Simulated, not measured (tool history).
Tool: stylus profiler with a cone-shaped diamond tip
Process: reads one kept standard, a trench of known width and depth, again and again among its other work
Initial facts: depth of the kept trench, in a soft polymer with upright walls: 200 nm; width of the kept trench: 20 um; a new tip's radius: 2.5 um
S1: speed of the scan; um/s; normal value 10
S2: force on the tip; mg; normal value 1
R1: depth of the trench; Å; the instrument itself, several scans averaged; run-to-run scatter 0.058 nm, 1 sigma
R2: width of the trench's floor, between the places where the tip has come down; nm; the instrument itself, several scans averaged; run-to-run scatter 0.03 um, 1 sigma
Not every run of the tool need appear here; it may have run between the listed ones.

Run 1, hour 0: usual settings. Result: R1 2009.5 Å, R2 17830 nm.
Run 2, hour 22.1: usual settings. Result: R1 2009.4 Å, R2 17770 nm.
Run 3, hour 33.1: usual settings but S1 7 um/s. Result: R1 2008.9 Å, R2 17870 nm.
Run 4, hour 58.8: usual settings but S1 31 um/s. Result: R1 2009.5 Å, R2 17560 nm.
Run 5, hour 72: usual settings. Result: R1 2009.5 Å, R2 17770 nm.
Run 6, hour 86.3: usual settings. Result: R1 2010.2 Å, R2 17810 nm.
Run 7, hour 99.1: usual settings but S2 0.59 mg. Result: R1 2007 Å, R2 17830 nm.
Run 8, hour 118.7: usual settings but S1 14 um/s. Result: R1 2010 Å, R2 17730 nm.
Run 9, hour 138.8: usual settings. Result: R1 2008.4 Å, R2 17750 nm.
Run 10, hour 160.4: usual settings but S2 1.11 mg. Result: R1 2009.1 Å, R2 17720 nm.
Run 11, hour 181.3: usual settings but S2 1.2 mg. Result: R1 2009.5 Å, R2 17740 nm.
Run 12, hour 193.7: usual settings. Result: R1 2008.6 Å, R2 17720 nm.
Run 13, hour 211.2: usual settings. Result: R1 2009.3 Å, R2 17780 nm.
Run 14, hour 232.6: usual settings but S2 0.4 mg. Result: R1 2006.1 Å, R2 17720 nm.
Run 15, hour 252.5: usual settings but S2 0.4 mg. Result: R1 2006.5 Å, R2 17700 nm.
Run 16, hour 267.2: usual settings but S1 4 um/s, S2 0.53 mg. Result: R1 2006.7 Å, R2 17780 nm.
Run 17, hour 286: usual settings but S1 4 um/s, S2 0.53 mg. Result: R1 2006.1 Å, R2 17720 nm.
Run 18, hour 297: usual settings but S2 2.4 mg. Result: R1 2015.5 Å, R2 17720 nm.
Run 19, hour 313: usual settings but S1 5 um/s, S2 1.51 mg. Result: R1 2012.1 Å, R2 17750 nm.
Run 20, hour 328.9: usual settings but S1 5 um/s, S2 1.51 mg. Result: R1 2011.6 Å, R2 17780 nm.
Run 21, hour 340.7: usual settings but S1 4 um/s, S2 0.35 mg. Result: R1 2005.9 Å, R2 17670 nm.
Run 22, hour 366.2: usual settings but S1 8 um/s, S2 0.96 mg. Result: R1 2010 Å, R2 17740 nm.
Run 23, hour 391.1: usual settings but S1 19 um/s, S2 0.41 mg. Result: R1 2006.4 Å, R2 17520 nm.
Run 24, hour 402.5: usual settings but S1 5 um/s, S2 1.9 mg. Result: R1 2014.6 Å, R2 17700 nm.
Run 25, hour 415.2: usual settings but S1 35 um/s, S2 0.72 mg. Result: R1 2007.8 Å, R2 17500 nm.
Run 26, hour 426.1: usual settings but S1 35 um/s, S2 2.6 mg. Result: R1 2016.6 Å, R2 17570 nm.
Run 27, hour 443.3: usual settings but S1 35 um/s, S2 2.6 mg. Result: R1 2014.8 Å, R2 17580 nm.
Run 28, hour 461.8: usual settings but S2 0.34 mg. Result: R1 2006.8 Å, R2 17600 nm.
Run 29, hour 475.4: usual settings but S2 0.34 mg. Result: R1 2006.3 Å, R2 17610 nm.
Run 30, hour 493.9: usual settings but S1 3 um/s, S2 0.41 mg. Result: R1 2007.8 Å, R2 17670 nm.

Below are 3 alternative next runs, each starting from the tool's condition after run 30. Predict each:
Run A, hour 506.3: usual settings but S1 6 um/s, S2 2.59 mg. Result: R1 ?, R2 ?.
Run B, hour 506.3: usual settings but S1 3 um/s, S2 1.03 mg. Result: R1 ?, R2 ?.
Run C, hour 506.3: usual settings but S1 3 um/s, S2 1.12 mg. Result: R1 ?, R2 ?.

run      R1     R2
  A  2016.4  17650
  B  2010.7  17680
  C  2009.7  17700
Stripped of hidden state, with their random variation kept, the same runs would have yielded:
run      R1     R2
  A  2013.6  17990
  B  2007.9  18020
  C  2006.9  18040
